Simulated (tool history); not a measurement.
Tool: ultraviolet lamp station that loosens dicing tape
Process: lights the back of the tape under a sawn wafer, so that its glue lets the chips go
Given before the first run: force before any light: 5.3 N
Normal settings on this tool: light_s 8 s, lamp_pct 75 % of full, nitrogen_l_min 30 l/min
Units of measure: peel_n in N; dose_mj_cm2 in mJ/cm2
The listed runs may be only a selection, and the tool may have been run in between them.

run 1 day=0 | light_s=8 lamp_pct=75 nitrogen_l_min=30 | peel_n=0.568 dose_mj_cm2=269
run 2 day=1.021 | light_s=8 lamp_pct=86 nitrogen_l_min=30 | peel_n=0.421 dose_mj_cm2=310
run 3 day=1.929 | light_s=8 lamp_pct=86 nitrogen_l_min=30 | peel_n=0.433 dose_mj_cm2=310
run 4 day=3.217 | light_s=8 lamp_pct=86 nitrogen_l_min=30 | peel_n=0.453 dose_mj_cm2=303
run 5 day=4.6 | light_s=8 lamp_pct=86 nitrogen_l_min=30 | peel_n=0.466 dose_mj_cm2=301
run 6 day=5.933 | light_s=8 lamp_pct=86 nitrogen_l_min=30 | peel_n=0.465 dose_mj_cm2=291
run 7 day=6.696 | light_s=8 lamp_pct=91 nitrogen_l_min=30 | peel_n=0.426 dose_mj_cm2=306
run 8 day=7.579 | light_s=8 lamp_pct=91 nitrogen_l_min=30 | peel_n=0.427 dose_mj_cm2=303
run 9 day=8.492 | light_s=8 lamp_pct=91 nitrogen_l_min=11 | peel_n=0.692 dose_mj_cm2=303
run 10 day=9.396 | light_s=8 lamp_pct=75 nitrogen_l_min=54 | peel_n=0.553 dose_mj_cm2=248
run 11 day=10.6 | light_s=8 lamp_pct=75 nitrogen_l_min=54 | peel_n=0.591 dose_mj_cm2=245
run 12 day=11.288 | light_s=8 lamp_pct=75 nitrogen_l_min=30 | peel_n=0.705 dose_mj_cm2=241
-- day=11.596 window cleaned of glue's vapour
run 13 day=12.679 | light_s=8 lamp_pct=75 nitrogen_l_min=30 | peel_n=0.82 dose_mj_cm2=228
run 14 day=13.375 | light_s=8 lamp_pct=75 nitrogen_l_min=19 | peel_n=0.97 dose_mj_cm2=225
run 15 day=14.492 | light_s=8 lamp_pct=75 nitrogen_l_min=30 | peel_n=0.869 dose_mj_cm2=227
-- day=14.8 window cleaned of glue's vapour, once more
run 16 day=15.971 | light_s=8 lamp_pct=75 nitrogen_l_min=30 | peel_n=0.598 dose_mj_cm2=270
run 17 day=17.271 | light_s=8 lamp_pct=75 nitrogen_l_min=30 | peel_n=0.633 dose_mj_cm2=258
run 18 day=18.279 | light_s=8 lamp_pct=75 nitrogen_l_min=30 | peel_n=0.6 dose_mj_cm2=261
run 19 day=19.238 | light_s=8 lamp_pct=75 nitrogen_l_min=30 | peel_n=0.656 dose_mj_cm2=254
run 20 day=20.338 | light_s=8 lamp_pct=75 nitrogen_l_min=30 | peel_n=0.653 dose_mj_cm2=251
run 21 day=21.704 | light_s=8 lamp_pct=86 nitrogen_l_min=12 | peel_n=0.762 dose_mj_cm2=283
run 22 day=22.883 | light_s=8 lamp_pct=86 nitrogen_l_min=12 | peel_n=0.798 dose_mj_cm2=282
run 23 day=24.162 | light_s=6 lamp_pct=90 nitrogen_l_min=17 | peel_n=1.074 dose_mj_cm2=216
run 24 day=25.379 | light_s=10 lamp_pct=86 nitrogen_l_min=17 | peel_n=0.438 dose_mj_cm2=345
run 25 day=26.758 | light_s=10 lamp_pct=86 nitrogen_l_min=17 | peel_n=0.453 dose_mj_cm2=337
run 26 day=28.321 | light_s=10 lamp_pct=86 nitrogen_l_min=17 | peel_n=0.473 dose_mj_cm2=331
run 27 day=29.058 | light_s=10 lamp_pct=86 nitrogen_l_min=17 | peel_n=0.497 dose_mj_cm2=329
run 28 day=29.692 | light_s=5 lamp_pct=75 nitrogen_l_min=30 | peel_n=1.577 dose_mj_cm2=144
run 29 day=30.562 | light_s=5 lamp_pct=85 nitrogen_l_min=30 | peel_n=1.376 dose_mj_cm2=162
run 30 day=31.55 | light_s=11 lamp_pct=87 nitrogen_l_min=20 | peel_n=0.38 dose_mj_cm2=356
run 31 day=32.338 | light_s=11 lamp_pct=87 nitrogen_l_min=20 | peel_n=0.374 dose_mj_cm2=351
run 32 day=33.55 | light_s=5 lamp_pct=87 nitrogen_l_min=20 | peel_n=1.557 dose_mj_cm2=158
run 33 day=34.546 | light_s=5 lamp_pct=87 nitrogen_l_min=20 | peel_n=1.564 dose_mj_cm2=154
run 34 day=35.658 | light_s=5 lamp_pct=87 nitrogen_l_min=20 | peel_n=1.628 dose_mj_cm2=152
run 35 day=36.517 | light_s=5 lamp_pct=87 nitrogen_l_min=20 | peel_n=1.677 dose_mj_cm2=149
run 36 day=37.321 | light_s=8 lamp_pct=75 nitrogen_l_min=23 | peel_n=0.996 dose_mj_cm2=208
run 37 day=38.471 | light_s=8 lamp_pct=98 nitrogen_l_min=30 | peel_n=0.555 dose_mj_cm2=269
run 38 day=39.758 | light_s=11 lamp_pct=80 nitrogen_l_min=12 | peel_n=0.687 dose_mj_cm2=292
run 39 day=41.312 | light_s=5 lamp_pct=70 nitrogen_l_min=11 | peel_n=2.492 dose_mj_cm2=118
run 40 day=42.504 | light_s=15 lamp_pct=88 nitrogen_l_min=40 | peel_n=0.163 dose_mj_cm2=426

Some steps in peel_n between neighbouring runs. How much of each would the tool show without its hidden state too (settings, what came in, random variation), and how much is left for the hidden state, with any gauge scatter that isn't in both results?
What the log doesn't record here: lamp's light, % of a new lamp's; light that the window lets through, % of a clean one's; drift of the gauge itself on peel_n, %; drift of the gauge itself on dose_mj_cm2, %.
Run 31 -> 32: light_s 11 -> 5. peel_n +1.183 N: hidden state +0.555, all else +0.628.
Run 38 -> 39: light_s 11 -> 5, lamp_pct 80 -> 70, nitrogen_l_min 12 -> 11. peel_n +1.805 N: hidden state +0.642, all else +1.163.
Run 39 -> 40: light_s 5 -> 15, lamp_pct 70 -> 88, nitrogen_l_min 11 -> 40. peel_n -2.329 N: hidden state -1.045, all else -1.284.
